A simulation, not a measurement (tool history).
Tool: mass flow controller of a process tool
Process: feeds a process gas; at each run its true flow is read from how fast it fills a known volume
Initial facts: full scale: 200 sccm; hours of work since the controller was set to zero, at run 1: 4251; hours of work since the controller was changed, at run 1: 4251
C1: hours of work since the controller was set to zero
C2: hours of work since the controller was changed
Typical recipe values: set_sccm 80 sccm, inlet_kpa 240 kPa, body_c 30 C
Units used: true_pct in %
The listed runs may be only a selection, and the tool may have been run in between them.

Run 1, hour 0.0: usual settings; C1 4251; C2 4251. Result: true_pct 97.65 %.
Run 2, hour 276.8: usual settings but inlet_kpa 151 kPa; C1 4397; C2 4397. Result: true_pct 98.03 %.
Run 3, hour 473.8: usual settings; C1 4501; C2 4501. Result: true_pct 97.71 %.
Run 4, hour 651.0: usual settings; C1 4594; C2 4594. Result: true_pct 97.55 %.
Run 5, hour 897.7: usual settings; C1 4725; C2 4725. Result: true_pct 97.61 %.
Run 6, hour 1053.6: usual settings; C1 4807; C2 4807. Result: true_pct 97.60 %.
Run 7, hour 1278.8: usual settings; C1 4926; C2 4926. Result: true_pct 97.68 %.
Run 8, hour 1465.3: usual settings but set_sccm 26 sccm; C1 5024; C2 5024. Result: true_pct 92.33 %.
Run 9, hour 1598.1: usual settings but set_sccm 26 sccm; C1 5094; C2 5094. Result: true_pct 92.25 %.
Run 10, hour 1715.2: usual settings but set_sccm 26 sccm; C1 5156; C2 5156. Result: true_pct 92.16 %.
Run 11, hour 1930.7: usual settings but set_sccm 26 sccm; C1 5270; C2 5270. Result: true_pct 91.99 %.
Run 12, hour 2119.4: usual settings but set_sccm 26 sccm; C1 5369; C2 5369. Result: true_pct 91.98 %.
Run 13, hour 2247.6: usual settings but set_sccm 26 sccm; C1 5437; C2 5437. Result: true_pct 91.75 %.
Run 14, hour 2423.0: usual settings; C1 5529; C2 5529. Result: true_pct 97.50 %.
Run 15, hour 2706.7: usual settings but set_sccm 37 sccm; C1 5679; C2 5679. Result: true_pct 93.99 %.
Run 16, hour 2876.5: usual settings but set_sccm 37 sccm; C1 5768; C2 5768. Result: true_pct 94.02 %.
At hour 2901.4: controller's zero set anew.
Run 17, hour 3048.7: usual settings but set_sccm 37 sccm, body_c 21 C; C1 78; C2 5859. Result: true_pct 91.04 %.
Run 18, hour 3322.9: usual settings but set_sccm 37 sccm, body_c 21 C; C1 222; C2 6004. Result: true_pct 90.88 %.
Run 19, hour 3549.9: usual settings but set_sccm 81 sccm, body_c 39 C; C1 342; C2 6123. Result: true_pct 97.28 %.
Run 20, hour 3818.8: usual settings but set_sccm 44 sccm, body_c 39 C; C1 484; C2 6265. Result: true_pct 93.68 %.
Run 21, hour 3991.1: usual settings but set_sccm 91 sccm, inlet_kpa 195 kPa, body_c 39 C; C1 575; C2 6356. Result: true_pct 98.15 %.
Run 22, hour 4136.6: usual settings but set_sccm 91 sccm, inlet_kpa 195 kPa, body_c 39 C; C1 652; C2 6433. Result: true_pct 98.15 %.
At hour 4321.4: controller's zero set anew, once more.
Run 23, hour 4321.4: usual settings but set_sccm 110 sccm, inlet_kpa 241 kPa, body_c 34 C; C1 0; C2 6530. Result: true_pct 100.87 %.
Run 24, hour 4494.6: usual settings but set_sccm 168 sccm, body_c 20 C; C1 91; C2 6621. Result: true_pct 100.65 %.
Run 25, hour 4720.5: usual settings but set_sccm 168 sccm, body_c 20 C; C1 210; C2 6741. Result: true_pct 100.63 %.
Run 26, hour 4998.4: usual settings but set_sccm 121 sccm, inlet_kpa 233 kPa, body_c 26 C; C1 357; C2 6887. Result: true_pct 100.52 %.
Run 27, hour 5191.9: usual settings but set_sccm 121 sccm, inlet_kpa 233 kPa, body_c 26 C; C1 459; C2 6989. Result: true_pct 100.57 %.
Run 28, hour 5455.2: usual settings but set_sccm 121 sccm, inlet_kpa 233 kPa, body_c 26 C; C1 598; C2 7128. Result: true_pct 100.51 %.
Run 29, hour 5591.6: usual settings but set_sccm 35 sccm, inlet_kpa 233 kPa, body_c 26 C; C1 670; C2 7200. Result: true_pct 98.69 %.
Run 30, hour 5768.5: usual settings but set_sccm 35 sccm, inlet_kpa 210 kPa, body_c 38 C; C1 763; C2 7293. Result: true_pct 99.67 %.
Run 31, hour 5956.4: usual settings but set_sccm 197 sccm, inlet_kpa 207 kPa; C1 862; C2 7392. Result: true_pct 102.43 %.
Run 32, hour 6217.4: usual settings but set_sccm 150 sccm, inlet_kpa 207 kPa, body_c 26 C; C1 1000; C2 7530. Result: true_pct 101.16 %.
Run 33, hour 6362.4: usual settings but set_sccm 21 sccm, inlet_kpa 168 kPa, body_c 24 C; C1 1077; C2 7607. Result: true_pct 97.66 %.

Here are 5 independent what-if runs from the current tool condition. What would each one return?
Run A, hour 6542.2: usual settings but set_sccm 116 sccm, inlet_kpa 220 kPa, body_c 21 C; C1 1171; C2 7701. Result: true_pct ?.
Run B, hour 6542.2: usual settings but body_c 21 C; C1 1171; C2 7701. Result: true_pct ?.
Run C, hour 6542.2: usual settings but set_sccm 39 sccm, inlet_kpa 203 kPa, body_c 33 C; C1 1171; C2 7701. Result: true_pct ?.
Run D, hour 6542.2: usual settings but set_sccm 34 sccm, inlet_kpa 185 kPa; C1 1171; C2 7701. Result: true_pct ?.
Run E, hour 6542.2: usual settings but set_sccm 150 sccm, inlet_kpa 266 kPa, body_c 25 C; C1 1171; C2 7701. Result: true_pct ?.

run  true_pct
  A    100.00
  B     99.24
  C     99.30
  D     98.89
  E    100.79
With no hidden state in the tool, these same runs would have given:
run  true_pct
  A     98.10
  B     97.48
  C     98.03
  D     97.76
  E     98.82
